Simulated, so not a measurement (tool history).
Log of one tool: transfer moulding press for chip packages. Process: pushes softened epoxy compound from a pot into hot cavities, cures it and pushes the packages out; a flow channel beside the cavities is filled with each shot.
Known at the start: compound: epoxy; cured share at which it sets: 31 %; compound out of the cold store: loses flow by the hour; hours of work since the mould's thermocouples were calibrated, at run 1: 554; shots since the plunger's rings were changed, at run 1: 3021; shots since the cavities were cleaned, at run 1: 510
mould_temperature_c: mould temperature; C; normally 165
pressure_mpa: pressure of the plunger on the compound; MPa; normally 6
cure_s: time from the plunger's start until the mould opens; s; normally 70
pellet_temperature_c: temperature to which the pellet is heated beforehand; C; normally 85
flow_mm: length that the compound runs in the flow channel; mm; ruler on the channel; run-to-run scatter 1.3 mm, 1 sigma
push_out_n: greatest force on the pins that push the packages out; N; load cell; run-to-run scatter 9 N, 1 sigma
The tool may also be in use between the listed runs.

run,day,mould_temperature_c,pressure_mpa,cure_s,pellet_temperature_c,hours of work since the mould's thermocouples were calibrated,shots since the plunger's rings were changed,shots since the cavities were cleaned,incoming compound's hours out of the cold store,flow_mm,push_out_n
1,0,165,6,70,85,554,3021,510,28.3,648,427
# day 0.683: plunger's sealing rings changed
# day 1.196: cavities cleaned with cleaning compound and waxed
2,2.062,165,6,70,85,582,444,292,31.8,636,407
# day 3.971: cavities cleaned with cleaning compound and waxed
3,3.971,165,6,70,85,610,1064,0,18.1,682,449
# day 6.683: cavities cleaned with cleaning compound and waxed
4,7.317,165,6,70,85,658,2168,212,17.3,684,448
# day 9.392: cavities cleaned with cleaning compound and waxed
5,9.675,165,6,70,85,692,2942,96,33.4,629,402
# day 10.646: plunger's sealing rings changed
# day 12.225: cavities cleaned with cleaning compound and waxed
6,12.808,165,6,70,85,736,706,197,10.6,708,457
7,14.708,165,6,70,85,764,1344,835,17.8,679,449
# day 15.062: cavities cleaned with cleaning compound and waxed
8,16.179,165,6,70,85,784,1818,375,12.5,703,447
# day 17.704: cavities cleaned with cleaning compound and waxed
9,19.196,163,6,70,85,828,2813,502,38.6,615,462
# day 20.258: cavities cleaned with cleaning compound and waxed
# day 20.592: plunger's sealing rings changed
10,21.062,165,6.46,70,85,853,158,234,32.6,653,428
# day 22.308: mould's thermocouples calibrated
# day 23.1: cavities cleaned with cleaning compound and waxed
11,24.383,165,6.46,70,85,30,1227,431,11.9,731,472
# day 25.812: cavities cleaned with cleaning compound and waxed
12,26.462,165,6,70,85,59,1905,218,19.9,674,436
# day 28.408: cavities cleaned with cleaning compound and waxed
13,28.408,165,6.58,70,85,87,2539,0,40.3,636,414
14,30.067,165,6.58,70,85,112,3096,557,45.6,619,407
# day 30.6: plunger's sealing rings changed
# day 31.129: cavities cleaned with cleaning compound and waxed
15,31.658,165,6,51,85,133,335,179,33.5,630,872
# day 33.783: cavities cleaned with cleaning compound and waxed
16,34.154,165,6,51,85,169,1153,124,30.7,637,881
# day 36.333: cavities cleaned with cleaning compound and waxed
17,36.871,165,6,51,85,208,2047,181,23.4,662,888
18,38.225,165,6,51,85,228,2502,636,20.3,674,970
# day 38.946: cavities cleaned with cleaning compound and waxed
19,39.679,165,6,51,85,248,2970,247,29.4,643,932
# day 40.483: plunger's sealing rings changed
# day 41.646: cavities cleaned with cleaning compound and waxed
20,42.138,165,6,51,85,282,534,165,17.5,682,981
# day 44.304: cavities cleaned with cleaning compound and waxed
21,44.746,165,6,51,85,320,1391,149,13.8,697,953
# day 47.067: cavities cleaned with cleaning compound and waxed
22,47.471,165,5.48,70,85,359,2288,137,36.6,591,418
# day 49.775: cavities cleaned with cleaning compound and waxed
23,50.133,165,5.48,70,85,397,3162,120,39.1,584,404
# day 50.404: plunger's sealing rings changed
24,51.662,165,5.2,66,85,418,424,600,31.4,593,482
# day 52.617: cavities cleaned with cleaning compound and waxed
25,53.171,161,6.92,74,85,440,910,186,38.5,664,464

Run 26 has not been measured yet. What should we expect?
# day 55.296: cavities cleaned with cleaning compound and waxed
26,56.233,161,5.4,51,86,484,1919,315,28.6,?,?

flow_mm: 615 mm
push_out_n: 1057 N
If the tool had no hidden condition, the same run with the same run-to-run variation would have returned flow_mm 616 mm, push_out_n 1049 N.

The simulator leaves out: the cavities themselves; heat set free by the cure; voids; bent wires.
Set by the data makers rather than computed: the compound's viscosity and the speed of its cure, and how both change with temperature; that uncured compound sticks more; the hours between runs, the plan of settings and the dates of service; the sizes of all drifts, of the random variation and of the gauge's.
